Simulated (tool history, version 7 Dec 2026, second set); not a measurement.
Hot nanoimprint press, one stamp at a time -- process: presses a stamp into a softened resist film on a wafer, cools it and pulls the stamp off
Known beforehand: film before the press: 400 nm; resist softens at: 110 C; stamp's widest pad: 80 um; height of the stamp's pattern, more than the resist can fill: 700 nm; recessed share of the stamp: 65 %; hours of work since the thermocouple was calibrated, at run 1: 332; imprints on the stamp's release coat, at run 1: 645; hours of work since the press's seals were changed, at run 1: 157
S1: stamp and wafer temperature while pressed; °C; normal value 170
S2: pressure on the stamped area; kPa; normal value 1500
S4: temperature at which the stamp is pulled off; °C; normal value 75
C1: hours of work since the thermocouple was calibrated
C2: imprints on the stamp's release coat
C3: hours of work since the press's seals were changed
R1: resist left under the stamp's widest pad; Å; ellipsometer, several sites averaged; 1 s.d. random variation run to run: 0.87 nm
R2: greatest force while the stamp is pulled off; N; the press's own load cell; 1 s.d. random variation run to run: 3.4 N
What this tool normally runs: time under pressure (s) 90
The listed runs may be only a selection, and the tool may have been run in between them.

Run 1, hour 0: usual settings; C1 332; C2 645; C3 157. Result: R1 1472 Å, R2 195 N.
Run 2, hour 15.9: usual settings; C1 341; C2 674; C3 167. Result: R1 1451 Å, R2 203 N.
Run 3, hour 33.7: usual settings; C1 351; C2 706; C3 177. Result: R1 1455 Å, R2 208 N.
Run 4, hour 49.3: usual settings; C1 360; C2 734; C3 186. Result: R1 1465 Å, R2 213 N.
Run 5, hour 68.2: usual settings; C1 371; C2 769; C3 197. Result: R1 1460 Å, R2 208 N.
Run 6, hour 81.6: usual settings but time under pressure (s) 130; C1 379; C2 793; C3 205. Result: R1 1238 Å, R2 214 N.
Run 7, hour 95.9: usual settings but time under pressure (s) 130; C1 387; C2 819; C3 213. Result: R1 1237 Å, R2 218 N.
Run 8, hour 107.2: usual settings but time under pressure (s) 130, S4 73 °C; C1 394; C2 840; C3 220. Result: R1 1236 Å, R2 234 N.
Run 9, hour 125.7: usual settings; C1 405; C2 873; C3 231. Result: R1 1440 Å, R2 218 N.
Run 10, hour 144.7: usual settings but S2 1740 kPa; C1 416; C2 908; C3 242. Result: R1 1345 Å, R2 224 N.
Run 11, hour 162.8: usual settings but S2 1420 kPa; C1 426; C2 941; C3 252. Result: R1 1470 Å, R2 220 N.
Run 12, hour 177.4: usual settings but time under pressure (s) 115; C1 435; C2 968; C3 261. Result: R1 1299 Å, R2 224 N.
Run 13, hour 192.6: usual settings but time under pressure (s) 52; C1 444; C2 995; C3 270. Result: R1 1791 Å, R2 227 N.
Run 14, hour 202.4: usual settings but S2 1520 kPa; C1 450; C2 1013; C3 275. Result: R1 1427 Å, R2 223 N.
Run 15, hour 217.6: usual settings but S2 1520 kPa, S4 70 °C; C1 458; C2 1041; C3 284. Result: R1 1416 Å, R2 254 N.
Run 16, hour 236.5: usual settings but S1 177 °C, S4 66 °C; C1 469; C2 1075; C3 295. Result: R1 997 Å, R2 273 N.
Run 17, hour 248.9: usual settings but S1 177 °C, S4 66 °C; C1 477; C2 1098; C3 303. Result: R1 1003 Å, R2 287 N.
Run 18, hour 267.6: usual settings but S1 173 °C, S2 1240 kPa, time under pressure (s) 70, S4 77 °C; C1 488; C2 1132; C3 313. Result: R1 1487 Å, R2 225 N.
Run 19, hour 279.3: usual settings but S1 158 °C, S2 970 kPa, time under pressure (s) 121, S4 61 °C; C1 494; C2 1153; C3 320. Result: R1 2753 Å, R2 306 N.
Run 20, hour 298.4: usual settings but S1 158 °C, S2 970 kPa, time under pressure (s) 121, S4 61 °C; C1 506; C2 1188; C3 331. Result: R1 2735 Å, R2 314 N.
Run 21, hour 317.8: usual settings but S1 158 °C, S2 970 kPa, time under pressure (s) 121, S4 61 °C; C1 517; C2 1223; C3 343. Result: R1 2749 Å, R2 309 N.
At hour 322: plate thermocouple calibrated.
Run 22, hour 337.5: usual settings but S1 178 °C, S4 63 °C; C1 9; C2 1254; C3 352. Result: R1 1043 Å, R2 317 N.
Run 23, hour 354.4: usual settings but S1 175 °C, S2 2130 kPa, time under pressure (s) 136, S4 70 °C; C1 19; C2 1284; C3 362. Result: R1 852 Å, R2 280 N.
Run 24, hour 370.6: usual settings but S1 166 °C, S2 1680 kPa, time under pressure (s) 135, S4 69 °C; C1 28; C2 1314; C3 372. Result: R1 1576 Å, R2 297 N.
Run 25, hour 383.6: usual settings but S1 164 °C, S2 1920 kPa, time under pressure (s) 136, S4 77 °C; C1 36; C2 1338; C3 379. Result: R1 1666 Å, R2 259 N.
Run 26, hour 402.9: usual settings but S1 164 °C, S2 1920 kPa, time under pressure (s) 136, S4 77 °C; C1 47; C2 1373; C3 391. Result: R1 1638 Å, R2 250 N.
Run 27, hour 411.5: usual settings but S1 178 °C, S2 1360 kPa, time under pressure (s) 71, S4 70 °C; C1 52; C2 1388; C3 396. Result: R1 1201 Å, R2 299 N.
Run 28, hour 420.5: usual settings but S4 70 °C; C1 57; C2 1405; C3 401. Result: R1 1563 Å, R2 294 N.
Run 29, hour 433.2: usual settings but time under pressure (s) 177; C1 65; C2 1428; C3 408. Result: R1 1176 Å, R2 268 N.

4 ways to go on from here, each from the tool as it stands after run 29. What would each give?
Run A, hour 448.3: usual settings but S4 81 °C; C1 74; C2 1455; C3 417. Result: R1 ?, R2 ?.
Run B, hour 448.3: usual settings but S4 82 °C; C1 74; C2 1455; C3 417. Result: R1 ?, R2 ?.
Run C, hour 448.3: usual settings but time under pressure (s) 149, S4 78 °C; C1 74; C2 1455; C3 417. Result: R1 ?, R2 ?.
Run D, hour 448.3: usual settings but S1 160 °C, S4 76 °C; C1 74; C2 1455; C3 417. Result: R1 ?, R2 ?.

run    R1   R2
  A  1561  233
  B  1547  236
  C  1255  253
  D  2584  255
With the hidden condition removed and each run's random variation left untouched, the same runs would have given:
run    R1   R2
  A  1561  140
  B  1547  142
  C  1255  151
  D  2587  154
